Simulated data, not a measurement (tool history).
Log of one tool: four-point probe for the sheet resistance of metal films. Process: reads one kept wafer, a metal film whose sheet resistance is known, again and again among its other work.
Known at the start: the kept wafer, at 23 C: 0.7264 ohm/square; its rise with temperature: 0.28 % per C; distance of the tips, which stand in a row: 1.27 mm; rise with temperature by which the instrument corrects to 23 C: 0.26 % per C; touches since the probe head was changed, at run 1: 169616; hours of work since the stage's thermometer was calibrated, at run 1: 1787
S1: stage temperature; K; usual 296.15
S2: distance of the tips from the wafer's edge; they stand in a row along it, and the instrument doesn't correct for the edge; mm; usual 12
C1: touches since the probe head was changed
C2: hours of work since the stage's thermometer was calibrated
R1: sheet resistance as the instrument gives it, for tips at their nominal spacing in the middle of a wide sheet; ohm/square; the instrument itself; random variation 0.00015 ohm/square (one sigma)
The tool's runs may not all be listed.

Run 1, hour 0: usual settings; C1 169616; C2 1787. Result: R1 0.730626 ohm/square.
At hour 19.8: new probe head fitted.
Run 2, hour 94.4: usual settings; C1 4216; C2 1857. Result: R1 0.730941 ohm/square.
Run 3, hour 226.9: usual settings; C1 11703; C2 1955. Result: R1 0.730968 ohm/square.
Run 4, hour 288.6: usual settings; C1 15189; C2 2001. Result: R1 0.730792 ohm/square.
Run 5, hour 354.2: usual settings; C1 18900; C2 2050. Result: R1 0.730569 ohm/square.
Run 6, hour 435.9: usual settings but S2 7 mm; C1 23514; C2 2111. Result: R1 0.739214 ohm/square.
Run 7, hour 499.5: usual settings but S2 7 mm; C1 27111; C2 2158. Result: R1 0.73898 ohm/square.
Run 8, hour 601: usual settings but S2 7 mm; C1 32844; C2 2234. Result: R1 0.738976 ohm/square.
Run 9, hour 675: usual settings but S2 7 mm; C1 37031; C2 2289. Result: R1 0.739161 ohm/square.
Run 10, hour 799.8: usual settings but S2 7 mm; C1 44081; C2 2382. Result: R1 0.739038 ohm/square.
Run 11, hour 882.5: usual settings but S2 7 mm; C1 48755; C2 2443. Result: R1 0.739099 ohm/square.
At hour 912.6: stage's thermometer calibrated.
Run 12, hour 999.9: usual settings but S2 7 mm; C1 55363; C2 65. Result: R1 0.738666 ohm/square.
Run 13, hour 1084.2: usual settings but S1 299.15 K, S2 7 mm; C1 60125; C2 128. Result: R1 0.739714 ohm/square.
Run 14, hour 1144.1: usual settings but S1 299.15 K, S2 7 mm; C1 63511; C2 172. Result: R1 0.739788 ohm/square.
Run 15, hour 1247.9: usual settings but S1 299.15 K, S2 7 mm; C1 69381; C2 250. Result: R1 0.739318 ohm/square.
Run 16, hour 1342.3: usual settings but S1 299.15 K, S2 7 mm; C1 74716; C2 320. Result: R1 0.739836 ohm/square.
Run 17, hour 1428.6: usual settings but S1 299.15 K, S2 7 mm; C1 79592; C2 384. Result: R1 0.739342 ohm/square.
Run 18, hour 1572.7: usual settings; C1 87738; C2 491. Result: R1 0.730802 ohm/square.
Run 19, hour 1676.6: usual settings; C1 93607; C2 569. Result: R1 0.730639 ohm/square.
Run 20, hour 1740.9: usual settings but S2 5 mm; C1 97242; C2 617. Result: R1 0.750727 ohm/square.
Run 21, hour 1868.7: usual settings but S2 3 mm; C1 104462; C2 712. Result: R1 0.790005 ohm/square.
Run 22, hour 2010.2: usual settings; C1 112460; C2 817. Result: R1 0.73033 ohm/square.
Run 23, hour 2135.8: usual settings but S1 302.15 K, S2 44 mm; C1 119561; C2 910. Result: R1 0.727648 ohm/square.
Run 24, hour 2283.1: usual settings but S2 42 mm; C1 127883; C2 1020. Result: R1 0.726414 ohm/square.
Run 25, hour 2388.9: usual settings but S1 291.15 K, S2 15 mm; C1 133865; C2 1099. Result: R1 0.728004 ohm/square.
Run 26, hour 2531.3: usual settings but S1 292.15 K, S2 14 mm; C1 141911; C2 1205. Result: R1 0.72863 ohm/square.
Run 27, hour 2658.3: usual settings but S1 299.15 K, S2 16 mm; C1 149092; C2 1299. Result: R1 0.729305 ohm/square.
Run 28, hour 2782.3: usual settings but S1 299.15 K, S2 16 mm; C1 156099; C2 1392. Result: R1 0.729257 ohm/square.
Run 29, hour 2921.7: usual settings but S1 292.15 K, S2 69 mm; C1 163975; C2 1495. Result: R1 0.725683 ohm/square.
Run 30, hour 3021.5: usual settings but S1 291.15 K, S2 37 mm; C1 169620; C2 1570. Result: R1 0.725851 ohm/square.
At hour 3041.6: new probe head fitted.
Run 31, hour 3127.5: usual settings but S1 295.15 K, S2 42 mm; C1 4855; C2 1648. Result: R1 0.726376 ohm/square.
Run 32, hour 3256.1: usual settings but S1 294.15 K, S2 53 mm; C1 12122; C2 1744. Result: R1 0.725985 ohm/square.
Run 33, hour 3335.8: usual settings but S1 294.15 K, S2 53 mm; C1 16624; C2 1803. Result: R1 0.726354 ohm/square.
Run 34, hour 3450.4: usual settings but S1 294.15 K, S2 53 mm; C1 23102; C2 1888. Result: R1 0.725737 ohm/square.
Run 35, hour 3561.1: usual settings but S1 301.15 K, S2 7 mm; C1 29357; C2 1971. Result: R1 0.739644 ohm/square.
Run 36, hour 3626.8: usual settings but S1 301.15 K, S2 5 mm; C1 33073; C2 2020. Result: R1 0.751611 ohm/square.
Run 37, hour 3744.4: usual settings but S1 299.15 K, S2 27 mm; C1 39720; C2 2107. Result: R1 0.727599 ohm/square.
Run 38, hour 3828.2: usual settings but S1 303.15 K, S2 3 mm; C1 44453; C2 2169. Result: R1 0.791172 ohm/square.
Run 39, hour 3906: usual settings but S1 301.15 K, S2 5 mm; C1 48849; C2 2227. Result: R1 0.751563 ohm/square.
Run 40, hour 4017.6: usual settings but S1 301.15 K, S2 5 mm; C1 55158; C2 2310. Result: R1 0.751569 ohm/square.
Run 41, hour 4105.8: usual settings but S1 301.15 K, S2 5 mm; C1 60146; C2 2376. Result: R1 0.751609 ohm/square.
At hour 4233.5: stage's thermometer calibrated.
Run 42, hour 4243.2: usual settings but S1 299.15 K, S2 6 mm; C1 67879; C2 7. Result: R1 0.743813 ohm/square.
Run 43, hour 4356.6: usual settings but S1 308.15 K, S2 6 mm; C1 74291; C2 92. Result: R1 0.745678 ohm/square.
Run 44, hour 4478: usual settings but S1 292.15 K, S2 37 mm; C1 81151; C2 182. Result: R1 0.72593 ohm/square.

5 ways to go on from here, each from the tool as it stands after run 44. What would each give?
Run A, hour 4613.4: usual settings but S1 292.15 K, S2 10 mm; C1 88804; C2 283. Result: R1 ?.
Run B, hour 4613.4: usual settings but S2 30 mm; C1 88804; C2 283. Result: R1 ?.
Run C, hour 4613.4: usual settings but S1 292.15 K, S2 38 mm; C1 88804; C2 283. Result: R1 ?.
Run D, hour 4613.4: usual settings but S1 294.15 K, S2 29 mm; C1 88804; C2 283. Result: R1 ?.
Run E, hour 4613.4: usual settings but S1 292.15 K, S2 10 mm; C1 88804; C2 283. Result: R1 ?.

run        R1
  A   0.73193
  B   0.72685
  C  0.725842
  D  0.726828
  E   0.73182
Without the tool's hidden state the same runs would have given:
run        R1
  A  0.732124
  B  0.727043
  C  0.726035
  D  0.727021
  E  0.732015

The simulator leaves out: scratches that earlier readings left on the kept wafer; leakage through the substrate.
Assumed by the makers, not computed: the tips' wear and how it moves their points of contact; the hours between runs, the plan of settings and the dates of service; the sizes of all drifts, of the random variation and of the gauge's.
